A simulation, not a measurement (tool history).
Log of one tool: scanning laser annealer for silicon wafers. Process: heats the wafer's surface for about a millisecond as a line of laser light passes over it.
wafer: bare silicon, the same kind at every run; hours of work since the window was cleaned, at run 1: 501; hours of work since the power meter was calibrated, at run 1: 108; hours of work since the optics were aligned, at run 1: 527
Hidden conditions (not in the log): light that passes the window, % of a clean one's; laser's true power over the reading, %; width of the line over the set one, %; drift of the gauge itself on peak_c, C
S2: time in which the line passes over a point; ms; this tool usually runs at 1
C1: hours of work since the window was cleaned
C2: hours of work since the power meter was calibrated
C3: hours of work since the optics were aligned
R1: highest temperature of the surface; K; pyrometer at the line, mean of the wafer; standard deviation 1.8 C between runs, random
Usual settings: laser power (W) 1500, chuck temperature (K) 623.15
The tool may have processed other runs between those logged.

Run 1, hour 0: usual settings; C1 501; C2 108; C3 527. Result: R1 1319.15 K.
Run 2, hour 15.6: usual settings; C1 509; C2 115; C3 534. Result: R1 1320.15 K.
Run 3, hour 33: usual settings; C1 517; C2 123; C3 543. Result: R1 1320.15 K.
Run 4, hour 43.9: usual settings; C1 522; C2 128; C3 548. Result: R1 1318.15 K.
Run 5, hour 62.4: usual settings; C1 531; C2 137; C3 557. Result: R1 1320.15 K.
Run 6, hour 76.9: usual settings but S2 0.77 ms; C1 538; C2 144; C3 563. Result: R1 1244.15 K.
Run 7, hour 94.1: usual settings but S2 0.77 ms; C1 546; C2 152; C3 572. Result: R1 1244.15 K.
Run 8, hour 115.5: usual settings; C1 556; C2 162; C3 582. Result: R1 1321.15 K.
Run 9, hour 133: usual settings; C1 564; C2 170; C3 590. Result: R1 1319.15 K.
Run 10, hour 147.5: usual settings; C1 571; C2 177; C3 597. Result: R1 1316.15 K.
Run 11, hour 164.3: usual settings but laser power (W) 1641, S2 0.76 ms; C1 579; C2 185; C3 605. Result: R1 1298.15 K.
Run 12, hour 175.6: usual settings but laser power (W) 1641, S2 0.79 ms, chuck temperature (K) 650.15; C1 584; C2 191; C3 610. Result: R1 1340.15 K.
Run 13, hour 187.5: usual settings but laser power (W) 1641, S2 0.79 ms, chuck temperature (K) 650.15; C1 590; C2 196; C3 616. Result: R1 1336.15 K.
Run 14, hour 199.3: usual settings but laser power (W) 1375, S2 0.79 ms, chuck temperature (K) 650.15; C1 596; C2 202; C3 621. Result: R1 1223.15 K.
Run 15, hour 214.3: usual settings but laser power (W) 1375, S2 0.79 ms, chuck temperature (K) 650.15; C1 603; C2 209; C3 628. Result: R1 1222.15 K.
Run 16, hour 230.6: usual settings but laser power (W) 1578; C1 610; C2 217; C3 636. Result: R1 1355.15 K.
Run 17, hour 247.3: usual settings but laser power (W) 1578; C1 618; C2 225; C3 644. Result: R1 1355.15 K.

4 ways to go on from here, each from the tool as it stands after run 17. What would each give?
Run A, hour 257.2: usual settings but laser power (W) 1367, S2 0.88 ms, chuck temperature (K) 637.15; C1 623; C2 229; C3 649. Result: R1 ?.
Run B, hour 257.2: usual settings but laser power (W) 1578, S2 0.87 ms, chuck temperature (K) 630.15; C1 623; C2 229; C3 649. Result: R1 ?.
Run C, hour 257.2: usual settings but laser power (W) 1533, S2 0.88 ms, chuck temperature (K) 586.15; C1 623; C2 229; C3 649. Result: R1 ?.
Run D, hour 257.2: usual settings but laser power (W) 1521, chuck temperature (K) 605.15; C1 623; C2 229; C3 649. Result: R1 ?.

run       R1
  A  1232.15
  B  1316.15
  C  1258.15
  D  1309.15
With no hidden state in the tool, these same runs would have given:
run       R1
  A  1248.15
  B  1335.15
  C  1276.15
  D  1328.15

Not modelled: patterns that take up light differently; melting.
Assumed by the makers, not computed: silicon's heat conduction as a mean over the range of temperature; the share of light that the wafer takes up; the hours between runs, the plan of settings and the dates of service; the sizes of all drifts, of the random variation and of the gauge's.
